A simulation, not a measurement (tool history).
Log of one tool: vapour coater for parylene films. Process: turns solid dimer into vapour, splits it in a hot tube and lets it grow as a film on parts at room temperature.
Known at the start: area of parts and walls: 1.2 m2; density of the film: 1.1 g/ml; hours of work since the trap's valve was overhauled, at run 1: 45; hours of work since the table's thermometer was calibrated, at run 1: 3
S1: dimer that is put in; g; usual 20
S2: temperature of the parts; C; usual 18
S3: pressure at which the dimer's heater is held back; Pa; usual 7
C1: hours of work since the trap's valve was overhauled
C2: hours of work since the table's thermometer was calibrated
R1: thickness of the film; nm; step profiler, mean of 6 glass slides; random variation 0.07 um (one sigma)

| run | day | S1 | S2 | S3 | C1 | C2 | R1 |
|---|---|---|---|---|---|---|---|
| 1 | 0 | 20 | 18 | 7 | 45 | 3 | 9680 |
| 2 | 0.854 | 20 | 18 | 7 | 55 | 12 | 9720 |
| 3 | 1.575 | 20 | 18 | 7 | 63 | 21 | 9690 |
| 4 | 2.046 | 20 | 18 | 7 | 68 | 26 | 9660 |
| 5 | 2.558 | 20 | 22 | 7 | 74 | 32 | 8640 |
| 6 | 3.071 | 32 | 22 | 7 | 80 | 38 | 13690 |
| 7 | 3.858 | 15 | 18 | 7 | 89 | 47 | 7230 |
| 8 | 4.6 | 15 | 18 | 7 | 98 | 55 | 7230 |
| 9 | 5.062 | 20 | 15 | 7 | 103 | 61 | 10470 |
| 10 | 5.812 | 20 | 18 | 3 | 112 | 69 | 11450 |
| 11 | 6.179 | 20 | 18 | 3 | 116 | 73 | 11350 |
| 12 | 6.621 | 20 | 18 | 3 | 121 | 78 | 11390 |
| 13 | 7.338 | 20 | 19 | 7 | 129 | 87 | 9310 |
| 14 | 7.754 | 20 | 18 | 7 | 134 | 91 | 9520 |
| 15 | 8.579 | 20 | 18 | 7 | 143 | 101 | 9570 |
| 16 | 9.1 | 20 | 18 | 7 | 149 | 107 | 9430 |
| 17 | 9.6 | 20 | 18 | 7 | 155 | 112 | 9430 |
| 18 | 10.371 | 20 | 15 | 7 | 164 | 121 | 10460 |
| 19 | 10.783 | 20 | 18 | 7.62 | 169 | 126 | 9300 |
| 20 | 11.179 | 20 | 18 | 2.79 | 173 | 131 | 11450 |
| 21 | 11.725 | 20 | 18 | 2.79 | 179 | 137 | 11460 |
| 22 | 12.25 | 20 | 18 | 2.79 | 185 | 143 | 11650 |
| 23 | 13.046 | 20 | 18 | 2.1 | 194 | 152 | 11970 |
|  | 13.267 | trap's valve overhauled |
| 24 | 14.075 | 20 | 18 | 2.1 | 9 | 162 | 12110 |
| 25 | 14.646 | 14 | 18 | 2.87 | 16 | 168 | 7760 |
| 26 | 15.062 | 11 | 18 | 4.24 | 21 | 173 | 5610 |
| 27 | 15.758 | 17 | 18 | 10.22 | 29 | 181 | 7230 |
| 28 | 16.6 | 14 | 30 | 5.19 | 38 | 191 | 4820 |
| 29 | 17.1 | 20 | 18 | 4.35 | 44 | 196 | 10330 |
| 30 | 17.475 | 20 | 18 | 4.35 | 48 | 201 | 10300 |
|  | 17.775 | trap's valve overhauled, once more |
| 31 | 18.304 | 20 | 16 | 7 | 6 | 208 | 10090 |
| 32 | 18.942 | 18 | 15 | 7.57 | 13 | 216 | 9370 |
| 33 | 19.3 | 20 | 18 | 5.82 | 17 | 220 | 10000 |
| 34 | 19.958 | 20 | 13 | 7.3 | 25 | 227 | 11070 |
| 35 | 20.683 | 20 | 13 | 7.3 | 33 | 236 | 10920 |
| 36 | 21.321 | 35 | 12 | 9.02 | 41 | 243 | 18740 |

Forecast each of these 5 alternatives for the next run:
| A | 21.992 | 9 | 12 | 9.02 | 48 | 251 | ? |
| B | 21.992 | 21 | 12 | 11.52 | 48 | 251 | ? |
| C | 21.992 | 35 | 23 | 9.02 | 48 | 251 | ? |
| D | 21.992 | 18 | 20 | 3.72 | 48 | 251 | ? |
| E | 21.992 | 21 | 10 | 7 | 48 | 251 | ? |

| run | R1 |
|---|---|
| A | 4890 |
| B | 10680 |
| C | 13830 |
| D | 9350 |
| E | 12640 |
Without the tool's hidden state the same runs would have given:
| run | R1 |
|---|---|
| A | 4980 |
| B | 10880 |
| C | 14080 |
| D | 9520 |
| E | 12860 |
